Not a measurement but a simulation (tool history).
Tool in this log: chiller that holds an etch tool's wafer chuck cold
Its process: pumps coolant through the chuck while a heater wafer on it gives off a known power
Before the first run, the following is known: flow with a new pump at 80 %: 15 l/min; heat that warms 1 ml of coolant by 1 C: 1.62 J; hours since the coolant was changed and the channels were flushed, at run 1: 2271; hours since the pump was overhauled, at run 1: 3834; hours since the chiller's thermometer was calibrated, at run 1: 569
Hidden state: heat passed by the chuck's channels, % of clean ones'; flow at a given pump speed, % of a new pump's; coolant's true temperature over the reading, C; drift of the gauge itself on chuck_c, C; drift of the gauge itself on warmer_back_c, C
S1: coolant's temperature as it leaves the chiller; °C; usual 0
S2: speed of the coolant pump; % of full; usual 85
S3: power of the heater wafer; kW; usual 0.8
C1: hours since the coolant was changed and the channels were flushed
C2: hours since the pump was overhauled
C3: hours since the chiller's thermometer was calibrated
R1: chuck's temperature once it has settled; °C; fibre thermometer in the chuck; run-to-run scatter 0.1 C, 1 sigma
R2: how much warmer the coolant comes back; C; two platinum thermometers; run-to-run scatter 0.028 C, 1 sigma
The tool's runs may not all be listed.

run,hour,S1,S2,S3,C1,C2,C3,R1,R2
1,0,0,85,0.8,2271,3834,569,5.8,1.91
2,96.6,0,85,0.8,2368,3931,666,6,1.83
3,190.7,-3,85,0.8,2462,4025,760,3,1.88
4,291.4,0,85,1.142,2562,4126,861,8.4,2.73
5,376.9,0,85,0.8,2648,4211,946,5.9,1.9
6,467.3,6,85,0.8,2738,4302,1037,11.9,1.91
7,539,0,85,0.8,2810,4373,1108,5.9,1.97
8,645,0,85,0.8,2916,4480,1214,5.9,1.92
9,707.3,0,85,0.8,2978,4542,1277,5.9,1.92
10,796.7,0,85,0.8,3068,4631,1366,6.1,1.95
11,864.3,0,85,0.8,3135,4699,1434,6,1.96
12,978.2,0,85,0.791,3249,4813,1548,5.8,1.98
13,1047.4,0,63,0.8,3318,4882,1617,7.7,2.68
14,1125.3,0,85,0.8,3396,4960,1695,5.8,2.01
15,1190.4,0,85,0.8,3462,5025,1760,5.8,2.07
16,1293.6,8,85,0.8,3565,5128,1863,14.3,2.04
17,1342.4,-2,64,0.8,3613,5177,1912,5.7,2.73
18,1437.7,-2,64,0.8,3709,5272,2007,5.5,2.71
19,1498.2,10,85,0.8,3769,5333,2068,16.1,2.04
20,1610.8,0,76,0.87,3882,5445,2180,7.3,2.56
21,1677.2,0,78,0.8,3948,5512,2247,6.2,2.25
22,1736.1,0,78,0.846,4007,5571,2305,6.8,2.37
23,1791.1,0,96,0.571,4062,5626,2360,3.8,1.39
24,1845.7,0,96,0.571,4117,5680,2415,3.8,1.45
25,1912.1,0,90,0.8,4183,5747,2481,5.5,2.01
26,1995.2,7,86,0.492,4266,5830,2565,10.7,1.35
27,2087.3,7,86,0.492,4358,5922,2657,10.5,1.4
28,2146.3,-3,86,0.492,4417,5981,2716,0.7,1.44
29,2249.4,-7,85,0.425,4520,6084,2819,-3.7,1.33
30,2332.7,0,85,0.999,4604,6167,2902,7.5,2.72
31,2381.8,0,65,0.689,4653,6216,2951,6.5,2.42
32,2489.2,7,87,0.734,4760,6324,3059,12.3,2.05

Each run again, without the hidden state but with its own random variation kept:
run,R2
1,1.9
2,1.81
3,1.85
4,2.69
5,1.85
6,1.84
7,1.9
8,1.83
9,1.82
10,1.83
11,1.84
12,1.84
13,2.53
14,1.85
15,1.91
16,1.86
17,2.54
18,2.51
19,1.83
20,2.33
21,2.02
22,2.12
23,1.14
24,1.19
25,1.74
26,1.07
27,1.11
28,1.14
29,1.02
30,2.39
31,2.08
32,1.7
R1: differs from the measured result by no more than 0.1 °C in any run.
